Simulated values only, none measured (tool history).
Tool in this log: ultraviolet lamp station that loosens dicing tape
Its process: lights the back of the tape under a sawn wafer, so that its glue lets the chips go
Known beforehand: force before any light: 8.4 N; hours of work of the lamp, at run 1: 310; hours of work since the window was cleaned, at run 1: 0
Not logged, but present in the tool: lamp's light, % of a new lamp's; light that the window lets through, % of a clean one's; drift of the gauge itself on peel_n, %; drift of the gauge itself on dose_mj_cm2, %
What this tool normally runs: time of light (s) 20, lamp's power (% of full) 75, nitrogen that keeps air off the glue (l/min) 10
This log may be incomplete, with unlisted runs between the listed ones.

| run | hour | time of light (s) | lamp's power (% of full) | nitrogen that keeps air off the glue (l/min) | hours of work of the lamp | hours of work since the window was cleaned | force that peels the tape off (N) | light that reached the tape (mJ/cm2) |
|---|---|---|---|---|---|---|---|---|
| 1 | 0 | 20 | 75 | 10 | 310 | 0 | 1.371 | 288 |
| 2 | 12.6 | 20 | 75 | 10 | 318 | 7 | 1.331 | 277 |
| 3 | 29.2 | 20 | 75 | 18 | 327 | 16 | 1.143 | 280 |
| 4 | 60 | 38 | 75 | 10 | 344 | 34 | 0.442 | 534 |
| 5 | 85.9 | 20 | 75 | 10 | 359 | 48 | 1.368 | 277 |
| 6 | 111 | 20 | 75 | 10 | 373 | 62 | 1.399 | 278 |
| 7 | 135.8 | 20 | 75 | 10 | 387 | 76 | 1.395 | 275 |
| 8 | 151.1 | 20 | 75 | 10 | 395 | 85 | 1.415 | 275 |
| 9 | 174.1 | 20 | 61 | 10 | 408 | 98 | 1.931 | 220 |
| 10 | 202.6 | 20 | 71 | 10 | 424 | 114 | 1.624 | 261 |
| 11 | 221.8 | 39 | 75 | 10 | 435 | 125 | 0.439 | 528 |
| 12 | 245.1 | 39 | 75 | 10 | 448 | 138 | 0.449 | 527 |
| 13 | 259.3 | 39 | 75 | 10 | 456 | 146 | 0.437 | 528 |
| 14 | 280.8 | 20 | 93 | 10 | 468 | 158 | 1.033 | 327 |
| 15 | 311.8 | 20 | 68 | 10 | 486 | 175 | 1.735 | 237 |
| 16 | 341.8 | 20 | 75 | 19 | 503 | 192 | 1.202 | 262 |
| 17 | 369.7 | 20 | 75 | 5 | 518 | 208 | 2.168 | 261 |
| 18 | 394.3 | 20 | 75 | 5 | 532 | 222 | 1.991 | 259 |
| 19 | 423 | 20 | 75 | 5 | 548 | 238 | 2.056 | 262 |
| 20 | 436.7 | 20 | 75 | 5 | 556 | 246 | 2.079 | 260 |
| 21 | 453.2 | 20 | 75 | 5 | 565 | 255 | 2.127 | 254 |
| 22 | 468 | 24 | 75 | 5 | 573 | 263 | 1.618 | 315 |
| 23 | 482.3 | 14 | 69 | 8 | 582 | 271 | 2.869 | 169 |
| 24 | 503.2 | 20 | 90 | 20 | 593 | 283 | 0.934 | 303 |
| 25 | 519.6 | 33 | 81 | 14 | 602 | 292 | 0.502 | 463 |
| 26 | 542.3 | 15 | 75 | 4 | 615 | 305 | 3.134 | 193 |
| 27 | 558.7 | 15 | 75 | 4 | 624 | 314 | 3.164 | 189 |
| 28 | 574.3 | 15 | 73 | 7 | 633 | 323 | 2.787 | 182 |
| 29 | 597.8 | 20 | 97 | 10 | 646 | 336 | 1.116 | 325 |
| 30 | 623.5 | 20 | 97 | 10 | 661 | 351 | 1.077 | 321 |
| 31 | 654.6 | 20 | 97 | 10 | 678 | 368 | 1.134 | 319 |
| 32 | 669.4 | 27 | 74 | 9 | 687 | 376 | 1.121 | 324 |
| 33 | 685.1 | 12 | 75 | 12 | 696 | 385 | 3.004 | 149 |
|  | 710.4 | window cleaned of glue's vapour |
| 34 | 714.5 | 20 | 71 | 4 | 712 | 2 | 2.344 | 245 |
| 35 | 727.2 | 20 | 80 | 16 | 719 | 9 | 1.173 | 278 |
| 36 | 744.3 | 20 | 80 | 16 | 729 | 19 | 1.169 | 283 |
| 37 | 762.3 | 10 | 94 | 17 | 739 | 29 | 2.452 | 161 |
| 38 | 788.9 | 13 | 99 | 17 | 754 | 44 | 1.648 | 229 |
| 39 | 817.6 | 12 | 75 | 10 | 770 | 60 | 2.97 | 152 |
| 40 | 847.2 | 19 | 75 | 10 | 786 | 77 | 1.758 | 243 |
| 41 | 868.7 | 19 | 75 | 10 | 798 | 89 | 1.717 | 247 |
| 42 | 895.2 | 13 | 79 | 5 | 813 | 104 | 3.277 | 173 |
| 43 | 914.9 | 10 | 74 | 7 | 824 | 115 | 4.058 | 126 |

For each run, the measured value with the value that run would have given without the tool's hidden condition subtracted. The run-to-run variation is shared by both, the gauge scatter possibly not:
| run | force that peels the tape off (N) | light that reached the tape (mJ/cm2) |
|---|---|---|
| 1 | +0.158 | -22 |
| 2 | +0.158 | -23 |
| 3 | +0.15 | -23 |
| 4 | +0.057 | -47 |
| 5 | +0.191 | -27 |
| 6 | +0.204 | -28 |
| 7 | +0.213 | -30 |
| 8 | +0.223 | -30 |
| 9 | +0.277 | -25 |
| 10 | +0.268 | -31 |
| 11 | +0.075 | -66 |
| 12 | +0.077 | -68 |
| 13 | +0.079 | -70 |
| 14 | +0.217 | -46 |
| 15 | +0.328 | -36 |
| 16 | +0.27 | -41 |
| 17 | +0.408 | -42 |
| 18 | +0.388 | -43 |
| 19 | +0.412 | -45 |
| 20 | +0.423 | -46 |
| 21 | +0.44 | -46 |
| 22 | +0.383 | -58 |
| 23 | +0.489 | -31 |
| 24 | +0.262 | -59 |
| 25 | +0.127 | -90 |
| 26 | +0.538 | -39 |
| 27 | +0.552 | -40 |
| 28 | +0.555 | -39 |
| 29 | +0.335 | -70 |
| 30 | +0.335 | -72 |
| 31 | +0.359 | -74 |
| 32 | +0.359 | -78 |
| 33 | +0.631 | -35 |
| 34 | +0.386 | -38 |
| 35 | +0.266 | -43 |
| 36 | +0.272 | -45 |
| 37 | +0.42 | -27 |
| 38 | +0.362 | -38 |
| 39 | +0.477 | -27 |
| 40 | +0.407 | -45 |
| 41 | +0.407 | -46 |
| 42 | +0.54 | -34 |
| 43 | +0.563 | -26 |
